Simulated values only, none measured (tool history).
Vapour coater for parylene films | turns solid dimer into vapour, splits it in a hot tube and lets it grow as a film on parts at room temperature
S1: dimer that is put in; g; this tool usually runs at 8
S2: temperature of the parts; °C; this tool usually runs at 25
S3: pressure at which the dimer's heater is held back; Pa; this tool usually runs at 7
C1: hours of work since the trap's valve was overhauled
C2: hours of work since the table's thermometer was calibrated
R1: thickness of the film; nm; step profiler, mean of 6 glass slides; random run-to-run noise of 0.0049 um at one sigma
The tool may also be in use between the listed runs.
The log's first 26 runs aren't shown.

run 27 hour=451.5 | S1=3 S2=33 S3=4.4 | C1=231 C2=307 | R1=352
run 28 hour=468.2 | S1=8 S2=34 S3=4.41 | C1=240 C2=315 | R1=904
run 29 hour=485.2 | S1=8 S2=34 S3=4.41 | C1=249 C2=324 | R1=910
-- hour=501.3 trap's valve overhauled
run 30 hour=509 | S1=5 S2=25 S3=2.53 | C1=4 C2=335 | R1=934
run 31 hour=518.8 | S1=5 S2=25 S3=2.53 | C1=9 C2=340 | R1=928
run 32 hour=536.6 | S1=7 S2=25 S3=4.15 | C1=19 C2=349 | R1=1206
run 33 hour=549.2 | S1=7 S2=25 S3=4.15 | C1=25 C2=356 | R1=1206
run 34 hour=566.3 | S1=7 S2=25 S3=4.15 | C1=34 C2=365 | R1=1191
run 35 hour=583.9 | S1=8 S2=36 S3=7 | C1=44 C2=374 | R1=838
run 36 hour=607.4 | S1=6 S2=19 S3=7 | C1=56 C2=387 | R1=1189
run 37 hour=618.7 | S1=13 S2=23 S3=4.96 | C1=62 C2=393 | R1=2329
run 38 hour=637.3 | S1=8 S2=23 S3=12 | C1=72 C2=402 | R1=1250

What will run 39 give?
run 39 hour=653.3 | S1=8 S2=24 S3=3.58 | C1=80 C2=411 | R1=?

R1: 1436 nm
Take away the tool's hidden state, keep the run-to-run variation as it was, and the same run would have given R1 1465 nm.

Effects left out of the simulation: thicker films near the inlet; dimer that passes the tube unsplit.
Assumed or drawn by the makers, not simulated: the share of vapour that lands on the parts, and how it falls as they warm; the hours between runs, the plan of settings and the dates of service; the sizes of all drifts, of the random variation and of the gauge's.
